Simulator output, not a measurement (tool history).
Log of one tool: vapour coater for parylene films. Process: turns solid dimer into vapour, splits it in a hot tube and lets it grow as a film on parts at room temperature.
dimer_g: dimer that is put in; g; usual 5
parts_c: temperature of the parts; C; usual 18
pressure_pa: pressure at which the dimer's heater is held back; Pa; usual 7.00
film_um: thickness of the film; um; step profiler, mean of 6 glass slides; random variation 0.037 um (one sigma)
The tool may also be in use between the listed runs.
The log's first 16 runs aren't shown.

run    hour  dimer_g  parts_c  pressure_pa  film_um
 17   868.2        3       18         7.00     2.24
 18   901.3        5       25         7.00     3.07
 19   958.5        5       25         7.00     3.01
 20  1017.4        5       13         7.00     4.11
 21  1092.5        5       13         7.00     4.14
 22  1134.4        5       13         7.00     3.94
 23  1166.2        5       16         7.00     3.70
 24  1234.0        5       16         7.00     3.58
 25  1296.5        5       16         7.00     3.53
 26  1356.4        5       16         2.46     4.06
     1404.9  -- table's thermometer calibrated
 27  1431.7        5       18         7.00     3.39
     1455.1  -- trap's valve overhauled
 28  1493.4        5       11         2.86     5.38
 29  1557.1        6       19         2.86     5.03
 30  1614.5        2       14         2.86     1.91
 31  1645.6        7       23         2.69     5.31
 32  1685.5        6       23        10.94     3.68

The next listed run, before its measurement:
 33  1748.3        6       23        10.94        ?

film_um: 3.62 um
Without the tool's hidden state the same run would have given film_um 3.87 um.

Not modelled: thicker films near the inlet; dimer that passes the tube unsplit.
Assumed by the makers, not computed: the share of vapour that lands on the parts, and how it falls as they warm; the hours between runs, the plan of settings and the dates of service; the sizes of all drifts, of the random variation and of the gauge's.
